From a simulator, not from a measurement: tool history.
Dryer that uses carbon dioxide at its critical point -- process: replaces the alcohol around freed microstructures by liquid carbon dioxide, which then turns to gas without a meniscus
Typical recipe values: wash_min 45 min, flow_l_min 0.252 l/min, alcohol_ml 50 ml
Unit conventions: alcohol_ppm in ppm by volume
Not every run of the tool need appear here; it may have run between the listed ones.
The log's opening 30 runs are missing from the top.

-- hour=334.8 inlet filter changed
run 31 hour=341.2 | wash_min=45 flow_l_min=0.252 alcohol_ml=51 | alcohol_ppm=492
run 32 hour=353.7 | wash_min=45 flow_l_min=0.232 alcohol_ml=50 | alcohol_ppm=672
run 33 hour=366.3 | wash_min=45 flow_l_min=0.267 alcohol_ml=59 | alcohol_ppm=472
run 34 hour=376.4 | wash_min=55 flow_l_min=0.252 alcohol_ml=118 | alcohol_ppm=493
run 35 hour=388.9 | wash_min=45 flow_l_min=0.214 alcohol_ml=50 | alcohol_ppm=914
run 36 hour=400.9 | wash_min=45 flow_l_min=0.214 alcohol_ml=50 | alcohol_ppm=917
run 37 hour=416.4 | wash_min=54 flow_l_min=0.313 alcohol_ml=88 | alcohol_ppm=186
run 38 hour=428.1 | wash_min=41 flow_l_min=0.266 alcohol_ml=88 | alcohol_ppm=1092
run 39 hour=441.3 | wash_min=47 flow_l_min=0.252 alcohol_ml=106 | alcohol_ppm=962
run 40 hour=456 | wash_min=47 flow_l_min=0.252 alcohol_ml=106 | alcohol_ppm=975
run 41 hour=464.4 | wash_min=47 flow_l_min=0.252 alcohol_ml=106 | alcohol_ppm=992
run 42 hour=473.3 | wash_min=30 flow_l_min=0.303 alcohol_ml=50 | alcohol_ppm=1185
run 43 hour=486.8 | wash_min=30 flow_l_min=0.303 alcohol_ml=50 | alcohol_ppm=1220
run 44 hour=497.5 | wash_min=30 flow_l_min=0.303 alcohol_ml=50 | alcohol_ppm=1231
run 45 hour=511.8 | wash_min=31 flow_l_min=0.185 alcohol_ml=50 | alcohol_ppm=3749

Forecast each of these 3 alternatives for the next run:
run A hour=528.2 | wash_min=31 flow_l_min=0.185 alcohol_ml=119 | alcohol_ppm=?
run B hour=528.2 | wash_min=70 flow_l_min=0.176 alcohol_ml=32 | alcohol_ppm=?
run C hour=528.2 | wash_min=49 flow_l_min=0.175 alcohol_ml=65 | alcohol_ppm=?

run=A alcohol_ppm=8998
run=B alcohol_ppm=349
run=C alcohol_ppm=1945
The same runs, with their run-to-run variation unchanged, on a tool lacking any hidden condition would have given:
run=A alcohol_ppm=7798
run=B alcohol_ppm=211
run=C alcohol_ppm=1533
